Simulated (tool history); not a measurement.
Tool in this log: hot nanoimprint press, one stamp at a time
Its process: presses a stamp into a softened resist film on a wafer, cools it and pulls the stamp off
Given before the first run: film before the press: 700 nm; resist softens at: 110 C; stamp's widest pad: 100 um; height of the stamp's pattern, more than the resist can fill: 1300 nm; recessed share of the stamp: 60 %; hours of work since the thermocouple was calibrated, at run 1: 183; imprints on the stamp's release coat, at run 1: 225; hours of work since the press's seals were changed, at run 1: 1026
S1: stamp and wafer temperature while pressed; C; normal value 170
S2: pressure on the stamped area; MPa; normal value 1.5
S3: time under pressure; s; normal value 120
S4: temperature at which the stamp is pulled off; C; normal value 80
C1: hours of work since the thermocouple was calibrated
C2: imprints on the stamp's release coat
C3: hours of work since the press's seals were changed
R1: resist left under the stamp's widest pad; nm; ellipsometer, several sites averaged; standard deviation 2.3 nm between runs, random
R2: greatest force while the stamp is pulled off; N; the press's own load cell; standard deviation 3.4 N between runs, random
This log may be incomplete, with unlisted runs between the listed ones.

Run 1, hour 0: usual settings; C1 183; C2 225; C3 1026. Result: R1 373.7 nm, R2 187 N.
Run 2, hour 23.8: usual settings; C1 199; C2 311; C3 1042. Result: R1 378.8 nm, R2 189 N.
Run 3, hour 62.3: usual settings but S2 1.88 MPa; C1 224; C2 449; C3 1067. Result: R1 343.3 nm, R2 189 N.
Run 4, hour 79.8: usual settings but S2 1.88 MPa; C1 236; C2 512; C3 1079. Result: R1 346.4 nm, R2 192 N.
At hour 89.2: stamp cleaned and given a new release coat.
Run 5, hour 120: usual settings but S1 162 C; C1 258; C2 110; C3 1101. Result: R1 525.7 nm, R2 197 N.
Run 6, hour 152.1: usual settings but S1 162 C; C1 279; C2 226; C3 1122. Result: R1 520.9 nm, R2 187 N.
Run 7, hour 185: usual settings but S2 2.04 MPa; C1 301; C2 345; C3 1144. Result: R1 334.8 nm, R2 189 N.
Run 8, hour 223: usual settings but S3 83 s; C1 326; C2 481; C3 1169. Result: R1 423.3 nm, R2 198 N.
At hour 239.8: stamp cleaned and given a new release coat.
Run 9, hour 264.5: usual settings but S3 83 s; C1 349; C2 89; C3 1192. Result: R1 424.4 nm, R2 194 N.
Run 10, hour 299.2: usual settings but S3 83 s; C1 372; C2 215; C3 1215. Result: R1 424.7 nm, R2 181 N.
Run 11, hour 331.2: usual settings but S3 83 s; C1 393; C2 330; C3 1236. Result: R1 426 nm, R2 189 N.
At hour 365.6: plate thermocouple calibrated.
Run 12, hour 366.6: usual settings but S3 83 s; C1 1; C2 447; C3 1257. Result: R1 425.1 nm, R2 190 N.
At hour 393.6: stamp cleaned and given a new release coat.
Run 13, hour 397.5: usual settings but S1 162 C; C1 17; C2 14; C3 1274. Result: R1 518.8 nm, R2 194 N.
At hour 411.5: press's hydraulic seals changed and the load cell set to zero.
Run 14, hour 425.8: usual settings but S1 162 C; C1 30; C2 88; C3 9. Result: R1 525 nm, R2 190 N.
Run 15, hour 466.9: usual settings but S1 162 C; C1 57; C2 236; C3 36. Result: R1 513.9 nm, R2 189 N.
Run 16, hour 492.8: usual settings but S1 167 C, S2 1.28 MPa, S3 67 s, S4 82 C; C1 75; C2 329; C3 53. Result: R1 521 nm, R2 179 N.
Run 17, hour 513.8: usual settings but S1 168 C, S3 105 s, S4 84 C; C1 88; C2 404; C3 67. Result: R1 427.5 nm, R2 176 N.
At hour 553.5: stamp cleaned and given a new release coat.
Run 18, hour 558.2: usual settings but S1 168 C, S3 105 s, S4 84 C; C1 114; C2 17; C3 93. Result: R1 430.3 nm, R2 172 N.
Run 19, hour 599.5: usual settings but S1 168 C, S3 105 s, S4 84 C; C1 141; C2 166; C3 120. Result: R1 433 nm, R2 177 N.
Run 20, hour 617.2: usual settings but S1 168 C, S3 105 s, S4 84 C; C1 152; C2 229; C3 131. Result: R1 433.1 nm, R2 171 N.
Run 21, hour 653.5: usual settings but S1 176 C; C1 176; C2 360; C3 155. Result: R1 283.4 nm, R2 192 N.
Run 22, hour 692: usual settings but S1 176 C; C1 202; C2 499; C3 181. Result: R1 281.4 nm, R2 190 N.

Expected results for the next run?
At hour 703.5: stamp cleaned and given a new release coat.
Run 23, hour 720.5: usual settings but S2 2.29 MPa; C1 217; C2 61; C3 195. Result: R1 ?, R2 ?.

R1: 319 nm
R2: 188 N
Had the tool carried no hidden state, the very same run would have given R1 318.7 nm, R2 188 N.
